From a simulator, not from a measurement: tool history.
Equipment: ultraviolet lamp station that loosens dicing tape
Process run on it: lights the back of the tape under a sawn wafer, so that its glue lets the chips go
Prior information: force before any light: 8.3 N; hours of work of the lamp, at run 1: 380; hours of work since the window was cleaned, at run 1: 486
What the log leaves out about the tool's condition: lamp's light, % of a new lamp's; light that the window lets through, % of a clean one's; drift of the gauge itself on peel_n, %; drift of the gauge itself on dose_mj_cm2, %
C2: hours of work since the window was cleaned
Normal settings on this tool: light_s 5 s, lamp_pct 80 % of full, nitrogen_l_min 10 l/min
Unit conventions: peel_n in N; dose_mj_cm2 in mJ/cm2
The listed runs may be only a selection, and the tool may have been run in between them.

{"run": 1, "hour": 0.0, "light_s": 5, "lamp_pct": 80, "nitrogen_l_min": 10, "hours of work of the lamp": 380, "C2": 486, "peel_n": 1.001, "dose_mj_cm2": 364}
{"run": 2, "hour": 49.5, "light_s": 5, "lamp_pct": 80, "nitrogen_l_min": 10, "hours of work of the lamp": 413, "C2": 519, "peel_n": 1.044, "dose_mj_cm2": 354}
{"run": 3, "hour": 97.0, "light_s": 5, "lamp_pct": 80, "nitrogen_l_min": 10, "hours of work of the lamp": 445, "C2": 551, "peel_n": 1.165, "dose_mj_cm2": 340}
{"run": 4, "hour": 129.4, "light_s": 5, "lamp_pct": 80, "nitrogen_l_min": 10, "hours of work of the lamp": 466, "C2": 572, "peel_n": 1.146, "dose_mj_cm2": 339}
{"hour": 163.8, "done": "window cleaned of glue's vapour"}
{"run": 5, "hour": 182.8, "light_s": 5, "lamp_pct": 80, "nitrogen_l_min": 10, "hours of work of the lamp": 502, "C2": 13, "peel_n": 0.945, "dose_mj_cm2": 379}
{"run": 6, "hour": 236.6, "light_s": 5, "lamp_pct": 80, "nitrogen_l_min": 10, "hours of work of the lamp": 538, "C2": 49, "peel_n": 0.967, "dose_mj_cm2": 371}
{"run": 7, "hour": 270.6, "light_s": 5, "lamp_pct": 80, "nitrogen_l_min": 10, "hours of work of the lamp": 561, "C2": 72, "peel_n": 1.026, "dose_mj_cm2": 356}
{"run": 8, "hour": 313.4, "light_s": 5, "lamp_pct": 80, "nitrogen_l_min": 10, "hours of work of the lamp": 589, "C2": 100, "peel_n": 1.06, "dose_mj_cm2": 350}
{"run": 9, "hour": 367.9, "light_s": 5, "lamp_pct": 80, "nitrogen_l_min": 10, "hours of work of the lamp": 626, "C2": 137, "peel_n": 1.134, "dose_mj_cm2": 339}
{"run": 10, "hour": 396.6, "light_s": 5, "lamp_pct": 80, "nitrogen_l_min": 10, "hours of work of the lamp": 645, "C2": 156, "peel_n": 1.18, "dose_mj_cm2": 338}
{"run": 11, "hour": 428.1, "light_s": 5, "lamp_pct": 80, "nitrogen_l_min": 10, "hours of work of the lamp": 666, "C2": 177, "peel_n": 1.177, "dose_mj_cm2": 325}
{"hour": 434.2, "done": "lamp changed"}
{"run": 12, "hour": 467.5, "light_s": 5, "lamp_pct": 80, "nitrogen_l_min": 10, "hours of work of the lamp": 22, "C2": 203, "peel_n": 0.586, "dose_mj_cm2": 478}
{"run": 13, "hour": 490.4, "light_s": 5, "lamp_pct": 80, "nitrogen_l_min": 10, "hours of work of the lamp": 38, "C2": 218, "peel_n": 0.595, "dose_mj_cm2": 475}
{"run": 14, "hour": 517.2, "light_s": 5, "lamp_pct": 80, "nitrogen_l_min": 10, "hours of work of the lamp": 56, "C2": 236, "peel_n": 0.624, "dose_mj_cm2": 463}
{"run": 15, "hour": 547.6, "light_s": 5, "lamp_pct": 80, "nitrogen_l_min": 10, "hours of work of the lamp": 76, "C2": 256, "peel_n": 0.637, "dose_mj_cm2": 462}
{"run": 16, "hour": 581.4, "light_s": 5, "lamp_pct": 64, "nitrogen_l_min": 10, "hours of work of the lamp": 99, "C2": 279, "peel_n": 1.009, "dose_mj_cm2": 360}
{"run": 17, "hour": 638.5, "light_s": 5, "lamp_pct": 64, "nitrogen_l_min": 10, "hours of work of the lamp": 137, "C2": 317, "peel_n": 1.1, "dose_mj_cm2": 353}
{"run": 18, "hour": 679.4, "light_s": 5, "lamp_pct": 64, "nitrogen_l_min": 10, "hours of work of the lamp": 164, "C2": 345, "peel_n": 1.063, "dose_mj_cm2": 350}
{"run": 19, "hour": 707.7, "light_s": 5, "lamp_pct": 80, "nitrogen_l_min": 10, "hours of work of the lamp": 183, "C2": 364, "peel_n": 0.755, "dose_mj_cm2": 426}
{"run": 20, "hour": 763.0, "light_s": 5, "lamp_pct": 80, "nitrogen_l_min": 10, "hours of work of the lamp": 220, "C2": 401, "peel_n": 0.773, "dose_mj_cm2": 419}
{"run": 21, "hour": 804.2, "light_s": 5, "lamp_pct": 68, "nitrogen_l_min": 7, "hours of work of the lamp": 248, "C2": 428, "peel_n": 1.402, "dose_mj_cm2": 345}
{"run": 22, "hour": 857.4, "light_s": 3, "lamp_pct": 63, "nitrogen_l_min": 10, "hours of work of the lamp": 284, "C2": 464, "peel_n": 2.702, "dose_mj_cm2": 183}
{"run": 23, "hour": 902.8, "light_s": 3, "lamp_pct": 76, "nitrogen_l_min": 8, "hours of work of the lamp": 314, "C2": 494, "peel_n": 2.515, "dose_mj_cm2": 220}
{"run": 24, "hour": 935.4, "light_s": 3, "lamp_pct": 80, "nitrogen_l_min": 18, "hours of work of the lamp": 336, "C2": 516, "peel_n": 1.507, "dose_mj_cm2": 228}
{"run": 25, "hour": 966.2, "light_s": 6, "lamp_pct": 77, "nitrogen_l_min": 18, "hours of work of the lamp": 356, "C2": 537, "peel_n": 0.453, "dose_mj_cm2": 432}
{"run": 26, "hour": 994.1, "light_s": 3, "lamp_pct": 91, "nitrogen_l_min": 13, "hours of work of the lamp": 375, "C2": 556, "peel_n": 1.575, "dose_mj_cm2": 254}
{"run": 27, "hour": 1024.2, "light_s": 3, "lamp_pct": 91, "nitrogen_l_min": 13, "hours of work of the lamp": 395, "C2": 576, "peel_n": 1.613, "dose_mj_cm2": 250}
{"run": 28, "hour": 1051.9, "light_s": 2, "lamp_pct": 71, "nitrogen_l_min": 10, "hours of work of the lamp": 414, "C2": 594, "peel_n": 3.923, "dose_mj_cm2": 127}
{"hour": 1055.3, "done": "window cleaned of glue's vapour"}
{"run": 29, "hour": 1084.8, "light_s": 7, "lamp_pct": 71, "nitrogen_l_min": 6, "hours of work of the lamp": 436, "C2": 20, "peel_n": 0.86, "dose_mj_cm2": 499}
{"run": 30, "hour": 1114.6, "light_s": 7, "lamp_pct": 80, "nitrogen_l_min": 10, "hours of work of the lamp": 456, "C2": 40, "peel_n": 0.46, "dose_mj_cm2": 559}
{"run": 31, "hour": 1147.5, "light_s": 2, "lamp_pct": 86, "nitrogen_l_min": 12, "hours of work of the lamp": 478, "C2": 62, "peel_n": 2.82, "dose_mj_cm2": 168}
{"run": 32, "hour": 1199.8, "light_s": 2, "lamp_pct": 86, "nitrogen_l_min": 12, "hours of work of the lamp": 513, "C2": 97, "peel_n": 2.902, "dose_mj_cm2": 161}
{"run": 33, "hour": 1237.7, "light_s": 2, "lamp_pct": 86, "nitrogen_l_min": 12, "hours of work of the lamp": 538, "C2": 122, "peel_n": 2.897, "dose_mj_cm2": 159}
{"run": 34, "hour": 1265.8, "light_s": 3, "lamp_pct": 78, "nitrogen_l_min": 5, "hours of work of the lamp": 557, "C2": 141, "peel_n": 3.152, "dose_mj_cm2": 211}
{"run": 35, "hour": 1289.6, "light_s": 5, "lamp_pct": 99, "nitrogen_l_min": 4, "hours of work of the lamp": 573, "C2": 157, "peel_n": 1.314, "dose_mj_cm2": 439}
{"run": 36, "hour": 1335.3, "light_s": 7, "lamp_pct": 65, "nitrogen_l_min": 6, "hours of work of the lamp": 603, "C2": 188, "peel_n": 1.273, "dose_mj_cm2": 399}
{"run": 37, "hour": 1360.0, "light_s": 2, "lamp_pct": 65, "nitrogen_l_min": 14, "hours of work of the lamp": 620, "C2": 204, "peel_n": 3.744, "dose_mj_cm2": 115}
{"run": 38, "hour": 1388.1, "light_s": 5, "lamp_pct": 80, "nitrogen_l_min": 10, "hours of work of the lamp": 639, "C2": 223, "peel_n": 1.167, "dose_mj_cm2": 338}
{"run": 39, "hour": 1414.8, "light_s": 5, "lamp_pct": 80, "nitrogen_l_min": 10, "hours of work of the lamp": 657, "C2": 241, "peel_n": 1.168, "dose_mj_cm2": 338}

Consider 5 possible next runs. They are alternatives, not a sequence: every one starts from the tool as it was left by run 39. What does each give?
{"hour": 1437.4, "done": "lamp changed"}
{"run": "A", "hour": 1468.4, "light_s": 4, "lamp_pct": 78, "nitrogen_l_min": 10, "hours of work of the lamp": 21, "C2": 276, "peel_n": "?", "dose_mj_cm2": "?"}
{"hour": 1437.4, "done": "lamp changed"}
{"run": "B", "hour": 1468.4, "light_s": 5, "lamp_pct": 80, "nitrogen_l_min": 14, "hours of work of the lamp": 21, "C2": 276, "peel_n": "?", "dose_mj_cm2": "?"}
{"hour": 1437.4, "done": "lamp changed"}
{"run": "C", "hour": 1468.4, "light_s": 5, "lamp_pct": 80, "nitrogen_l_min": 17, "hours of work of the lamp": 21, "C2": 276, "peel_n": "?", "dose_mj_cm2": "?"}
{"hour": 1437.4, "done": "lamp changed"}
{"run": "D", "hour": 1468.4, "light_s": 5, "lamp_pct": 95, "nitrogen_l_min": 10, "hours of work of the lamp": 21, "C2": 276, "peel_n": "?", "dose_mj_cm2": "?"}
{"hour": 1437.4, "done": "lamp changed"}
{"run": "E", "hour": 1468.4, "light_s": 8, "lamp_pct": 80, "nitrogen_l_min": 10, "hours of work of the lamp": 21, "C2": 276, "peel_n": "?", "dose_mj_cm2": "?"}

run=A peel_n=1.019 dose_mj_cm2=358
run=B peel_n=0.491 dose_mj_cm2=465
run=C peel_n=0.414 dose_mj_cm2=457
run=D peel_n=0.424 dose_mj_cm2=547
run=E peel_n=0.264 dose_mj_cm2=733
With the hidden condition removed and each run's random variation left untouched, the same runs would have given:
run=A peel_n=0.856 dose_mj_cm2=393
run=B peel_n=0.409 dose_mj_cm2=509
run=C peel_n=0.346 dose_mj_cm2=501
run=D peel_n=0.353 dose_mj_cm2=599
run=E peel_n=0.236 dose_mj_cm2=804
